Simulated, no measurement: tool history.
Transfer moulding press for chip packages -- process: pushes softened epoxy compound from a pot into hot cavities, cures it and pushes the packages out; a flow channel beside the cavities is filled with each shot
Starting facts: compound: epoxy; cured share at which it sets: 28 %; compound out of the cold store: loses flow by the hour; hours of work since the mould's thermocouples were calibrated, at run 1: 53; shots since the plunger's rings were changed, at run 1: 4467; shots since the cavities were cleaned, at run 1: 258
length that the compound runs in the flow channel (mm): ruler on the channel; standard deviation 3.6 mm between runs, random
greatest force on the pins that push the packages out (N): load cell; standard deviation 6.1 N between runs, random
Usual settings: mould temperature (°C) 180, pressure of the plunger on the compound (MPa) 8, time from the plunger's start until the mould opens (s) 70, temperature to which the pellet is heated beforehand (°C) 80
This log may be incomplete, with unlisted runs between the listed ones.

run,hour,mould temperature (°C),pressure of the plunger on the compound (MPa),time from the plunger's start until the mould opens (s),temperature to which the pellet is heated beforehand (°C),hours of work since the mould's thermocouples were calibrated,shots since the plunger's rings were changed,shots since the cavities were cleaned,incoming compound's hours out of the cold store,length that the compound runs in the flow channel (mm),greatest force on the pins that push the packages out (N)
1,0,180,8,70,80,53,4467,258,38.5,556,305
2,16,180,6.79,70,80,60,4627,418,22.7,576,335
3,31.9,180,8,70,74,67,4786,577,33,577,364
# hour 40.2: cavities cleaned with cleaning compound and waxed
4,53.5,180,8,56,80,75,4987,133,36.2,558,466
5,71.4,180,8,56,80,83,5166,312,28.5,592,549
6,84.2,180,8,70,87,88,5294,440,41.3,529,336
# hour 106.3: cavities cleaned with cleaning compound and waxed
7,108.1,180,8,70,80,98,5519,18,25.8,598,253
# hour 111.6: mould's thermocouples calibrated
8,128,180,8,70,80,7,5698,197,20.6,624,303
# hour 150.2: plunger's sealing rings changed
9,157.1,180,8,70,80,18,69,463,26,649,369
# hour 177.1: cavities cleaned with cleaning compound and waxed
10,182.8,180,8,70,80,29,311,57,21.9,662,267
# hour 201.6: mould's thermocouples calibrated, once more
11,203.3,180,8,70,80,1,496,242,39,577,294
12,215.3,180,8,70,80,6,616,362,11.5,707,350
13,227.1,180,8,70,80,11,734,480,20,665,362
# hour 244.6: cavities cleaned with cleaning compound and waxed
14,250.6,181,6.68,70,72,20,954,59,20.8,599,262
15,268.2,182,6.06,80,87,28,1131,236,20.7,571,248
16,287.4,182,6.06,80,87,36,1323,428,18.8,568,271
# hour 309.5: cavities cleaned with cleaning compound and waxed
17,313.6,173,9.99,80,79,46,1570,41,22.1,743,326
18,328.9,180,8,52,75,53,1724,195,32.9,595,573
19,342,180,8,52,75,58,1855,326,12.2,699,710
20,355,180,8,52,75,64,1984,455,45.5,545,677
# hour 376: cavities cleaned with cleaning compound and waxed
21,378.6,180,6.15,65,80,73,2206,27,46.8,468,273
22,401.5,179,9.92,50,88,83,2435,256,8.7,788,809
23,422,179,9.92,50,88,92,2640,461,36.5,638,792
# hour 442.2: cavities cleaned with cleaning compound and waxed
24,442.6,172,9.92,50,88,100,2832,5,28.1,706,778
25,458,180,7.02,70,89,106,2985,158,10.3,655,295

Predict each of these 4 candidate next runs independently; none follows another, all start after run 25:
A,480.4,180,8,50,80,116,3209,382,9.9,?,?
B,480.4,179,6.05,66,80,116,3209,382,28.9,?,?
C,480.4,181,7.02,70,89,116,3209,382,31.8,?,?
D,480.4,186,7.78,70,87,116,3209,382,34.2,?,?

run,length that the compound runs in the flow channel (mm),greatest force on the pins that push the packages out (N)
A,694,827
B,529,422
C,553,312
D,554,255
Without the tool's unlogged condition, the same runs would have read:
run,length that the compound runs in the flow channel (mm),greatest force on the pins that push the packages out (N)
A,725,578
B,552,297
C,577,218
D,579,179

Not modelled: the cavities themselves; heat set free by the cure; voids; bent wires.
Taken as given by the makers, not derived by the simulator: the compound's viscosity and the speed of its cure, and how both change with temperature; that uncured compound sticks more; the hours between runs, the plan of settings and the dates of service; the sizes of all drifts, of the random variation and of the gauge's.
